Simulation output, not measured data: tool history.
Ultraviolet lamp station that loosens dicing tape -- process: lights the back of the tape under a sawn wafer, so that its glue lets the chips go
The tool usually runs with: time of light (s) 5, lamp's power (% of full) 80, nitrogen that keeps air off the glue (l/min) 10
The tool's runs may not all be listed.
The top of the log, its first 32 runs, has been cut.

run,hour,time of light (s),lamp's power (% of full),nitrogen that keeps air off the glue (l/min),hours of work of the lamp,hours of work since the window was cleaned,force that peels the tape off (N),light that reached the tape (J/m2)
# hour 1337.4: lamp changed
33,1355.9,5,80,4,9,445,0.900,3190
34,1383.7,5,65,4,23,459,1.428,2630
35,1415.5,5,65,4,40,475,1.459,2580
36,1443.1,6,64,13,54,489,0.358,3040
37,1490.6,3,69,4,78,513,3.087,1590
38,1531.8,7,91,4,98,534,0.297,4990
39,1581.3,7,85,8,124,559,0.191,4560
40,1637.6,2,69,17,152,587,2.977,1090
41,1685.5,2,69,17,176,612,3.026,1080
42,1729.8,8,73,12,199,634,0.158,4390
# hour 1773.8: window cleaned of glue's vapour
43,1791.6,5,80,5,230,9,0.706,3330

Alternative continuations, all from the tool just after run 43; predict every row:
A,1845.4,5,70,3,257,36,?,?
B,1845.4,5,64,11,257,36,?,?
C,1845.4,5,78,5,257,36,?,?

run,force that peels the tape off (N),light that reached the tape (J/m2)
A,1.396,2890
B,0.623,2590
C,0.730,3190
What these runs would have given with no unlogged condition in the tool:
run,force that peels the tape off (N),light that reached the tape (J/m2)
A,1.180,3130
B,0.505,2810
C,0.593,3460

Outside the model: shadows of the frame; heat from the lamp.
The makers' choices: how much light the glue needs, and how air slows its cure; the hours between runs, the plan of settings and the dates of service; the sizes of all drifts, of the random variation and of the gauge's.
